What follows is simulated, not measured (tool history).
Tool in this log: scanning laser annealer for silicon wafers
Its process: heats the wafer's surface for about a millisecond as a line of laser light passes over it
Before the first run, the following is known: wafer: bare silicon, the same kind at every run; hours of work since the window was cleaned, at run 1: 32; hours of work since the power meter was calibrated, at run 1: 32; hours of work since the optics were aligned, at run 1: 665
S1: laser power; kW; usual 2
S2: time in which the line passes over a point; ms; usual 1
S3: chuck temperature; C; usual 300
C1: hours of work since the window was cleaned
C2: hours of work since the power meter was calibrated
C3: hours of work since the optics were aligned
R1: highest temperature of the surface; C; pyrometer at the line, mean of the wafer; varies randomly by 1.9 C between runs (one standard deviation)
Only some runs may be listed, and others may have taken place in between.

run 1 hour=0 | S1=2 S2=1 S3=300 | C1=32 C2=32 C3=665 | R1=1104
run 2 hour=51.5 | S1=2 S2=1 S3=300 | C1=58 C2=58 C3=691 | R1=1100
run 3 hour=110.9 | S1=2 S2=1 S3=300 | C1=87 C2=87 C3=720 | R1=1099
run 4 hour=154.2 | S1=2 S2=1 S3=306 | C1=109 C2=109 C3=741 | R1=1103
run 5 hour=193.4 | S1=2 S2=1 S3=306 | C1=128 C2=128 C3=761 | R1=1105
run 6 hour=247.9 | S1=2 S2=1 S3=300 | C1=155 C2=155 C3=788 | R1=1094
run 7 hour=295.7 | S1=2 S2=1 S3=300 | C1=179 C2=179 C3=811 | R1=1092
run 8 hour=364.6 | S1=2 S2=1 S3=300 | C1=213 C2=213 C3=845 | R1=1098
run 9 hour=408.8 | S1=2 S2=1 S3=300 | C1=235 C2=235 C3=867 | R1=1095
run 10 hour=465.1 | S1=2 S2=1 S3=300 | C1=262 C2=262 C3=895 | R1=1093
run 11 hour=495.6 | S1=2 S2=1 S3=300 | C1=277 C2=277 C3=910 | R1=1093
run 12 hour=538.7 | S1=1.918 S2=1 S3=300 | C1=299 C2=299 C3=931 | R1=1056
run 13 hour=590.7 | S1=1.918 S2=1 S3=300 | C1=324 C2=324 C3=957 | R1=1054
-- hour=613.8 optics aligned, line set to its width
run 14 hour=634 | S1=1.918 S2=1 S3=300 | C1=343 C2=343 C3=10 | R1=1046
run 15 hour=700.4 | S1=1.918 S2=1 S3=300 | C1=376 C2=376 C3=43 | R1=1046
run 16 hour=763.4 | S1=1.918 S2=1 S3=285 | C1=407 C2=407 C3=74 | R1=1031
run 17 hour=815.5 | S1=2 S2=0.81 S3=300 | C1=433 C2=433 C3=100 | R1=1004
run 18 hour=857.3 | S1=2 S2=0.71 S3=300 | C1=454 C2=454 C3=120 | R1=961
run 19 hour=898.5 | S1=2 S2=0.71 S3=300 | C1=474 C2=474 C3=141 | R1=959
run 20 hour=956.8 | S1=2 S2=0.71 S3=300 | C1=503 C2=503 C3=170 | R1=956
run 21 hour=988.2 | S1=2.189 S2=0.76 S3=300 | C1=518 C2=518 C3=185 | R1=1043
-- hour=1004.9 optics aligned, line set to its width, once more
run 22 hour=1045.7 | S1=2.178 S2=1.14 S3=295 | C1=544 C2=544 C3=20 | R1=1201
run 23 hour=1078.1 | S1=2.178 S2=1.14 S3=295 | C1=560 C2=560 C3=36 | R1=1195
run 24 hour=1143.5 | S1=2.178 S2=1.14 S3=295 | C1=593 C2=593 C3=69 | R1=1198
run 25 hour=1177.5 | S1=2.015 S2=0.86 S3=289 | C1=610 C2=610 C3=85 | R1=1023
run 26 hour=1207 | S1=2.015 S2=0.86 S3=306 | C1=624 C2=624 C3=100 | R1=1038
run 27 hour=1262 | S1=1.898 S2=0.84 S3=307 | C1=651 C2=651 C3=127 | R1=989
run 28 hour=1325 | S1=1.898 S2=0.84 S3=307 | C1=682 C2=682 C3=158 | R1=986
run 29 hour=1372.6 | S1=1.902 S2=0.82 S3=300 | C1=706 C2=706 C3=182 | R1=973
run 30 hour=1442.9 | S1=2 S2=0.86 S3=300 | C1=741 C2=741 C3=217 | R1=1020
run 31 hour=1506.9 | S1=2 S2=0.86 S3=300 | C1=772 C2=772 C3=248 | R1=1017
run 32 hour=1570.9 | S1=1.954 S2=0.86 S3=300 | C1=804 C2=804 C3=280 | R1=1002
run 33 hour=1640.4 | S1=1.954 S2=0.86 S3=300 | C1=838 C2=838 C3=314 | R1=1000
run 34 hour=1679.1 | S1=1.945 S2=0.91 S3=279 | C1=858 C2=858 C3=333 | R1=992
run 35 hour=1728.5 | S1=1.742 S2=1.09 S3=300 | C1=882 C2=882 C3=358 | R1=997
run 36 hour=1783.6 | S1=1.729 S2=0.81 S3=286 | C1=909 C2=909 C3=385 | R1=886
run 37 hour=1817.6 | S1=1.729 S2=0.81 S3=286 | C1=926 C2=926 C3=402 | R1=884
-- hour=1852.9 window over the wafer cleaned
run 38 hour=1865.2 | S1=1.729 S2=0.81 S3=286 | C1=6 C2=949 C3=424 | R1=919
run 39 hour=1932.5 | S1=1.907 S2=0.81 S3=338 | C1=39 C2=982 C3=458 | R1=1031
run 40 hour=1969.1 | S1=1.907 S2=0.79 S3=329 | C1=57 C2=1000 C3=476 | R1=1012

Take each entry between the runs: how does the hidden state at the last listed run before it differ from the hidden state at the first listed run after it?
Run 13 -> run 14: optics aligned, line set to its width (hour 613.8)
  light that passes the window, % of a clean one's: 98.11 -> 98; width of the line over the set one, %: 2.26 -> 3.84
  measured result minus the result with no hidden state, R1: -23 -> -30 C
Run 21 -> run 22: optics aligned, line set to its width, once more (hour 1004.9)
  light that passes the window, % of a clean one's: 96.98 -> 96.82; width of the line over the set one, %: 4.21 -> 0.1
  measured result minus the result with no hidden state, R1: -39 -> -31 C
Run 37 -> run 38: window over the wafer cleaned (hour 1852.9)
  light that passes the window, % of a clean one's: 94.55 -> 99.9; laser's true power over the reading, %: -0.25 -> -0.26; width of the line over the set one, %: 0.95 -> 1
  measured result minus the result with no hidden state, R1: -38 -> -5 C
